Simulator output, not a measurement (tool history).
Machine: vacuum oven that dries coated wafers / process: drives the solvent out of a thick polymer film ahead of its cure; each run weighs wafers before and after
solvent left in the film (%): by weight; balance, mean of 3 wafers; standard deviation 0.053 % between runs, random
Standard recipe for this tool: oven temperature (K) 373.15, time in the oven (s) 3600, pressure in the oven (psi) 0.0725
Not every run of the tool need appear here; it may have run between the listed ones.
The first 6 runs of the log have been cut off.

run,day,oven temperature (K),time in the oven (s),pressure in the oven (psi),hours of work since the thermocouples were calibrated,hours of work since the vacuum gauge was cleaned of residue,solvent left in the film (%)
7,5.162,373.15,3600,0.0725,89,746,1.77
8,5.821,373.15,3600,0.0725,101,757,1.82
9,7.025,373.15,3600,0.0725,122,778,1.72
10,7.608,373.15,3600,0.0725,132,788,1.74
11,8.521,373.15,3960,0.0725,147,804,1.44
12,9.429,373.15,3600,0.0725,163,820,1.80
13,10.083,373.15,3600,0.0725,175,831,1.68
14,11.188,373.15,3600,0.0615,194,850,1.68
15,12.117,373.15,2400,0.0725,210,866,3.40
16,13.267,373.15,2400,0.0725,230,886,3.42
17,14.012,375.15,4260,0.1295,243,899,1.06
18,14.604,375.15,4260,0.1295,253,909,1.16
19,15.738,386.15,3600,0.0396,272,929,0.29
20,16.354,373.15,4140,0.1020,283,940,1.45
21,17.325,373.15,2460,0.0725,300,956,3.29
22,18.138,361.15,2880,0.0725,314,970,5.48
23,19.417,366.15,3240,0.0725,336,993,3.67
24,20.408,361.15,2640,0.1036,353,1010,5.99
25,20.946,361.15,2640,0.1036,363,1019,6.00
26,22.225,361.15,2640,0.1036,385,1041,6.01
27,23.338,360.15,2880,0.2453,404,1060,6.21
28,24.279,360.15,2880,0.2453,420,1077,6.40
29,25.042,360.15,2880,0.2453,434,1090,6.46
30,25.858,359.15,1920,0.1722,448,1104,8.25
31,26.771,380.15,5100,0.2235,463,1120,0.74

What if the next run were any one of these 4? Each begins from the tool's condition after run 31:
A,27.912,360.15,3600,0.2292,483,1140,?
B,27.912,359.15,2280,0.1057,483,1140,?
C,27.912,361.15,5100,0.0534,483,1140,?
D,27.912,385.15,3600,0.0725,483,1140,?

run,solvent left in the film (%)
A,5.15
B,7.23
C,2.86
D,0.57
Take away the tool's hidden state, keep each run's random variation, and the runs would have read:
run,solvent left in the film (%)
A,4.90
B,7.01
C,2.62
D,0.48
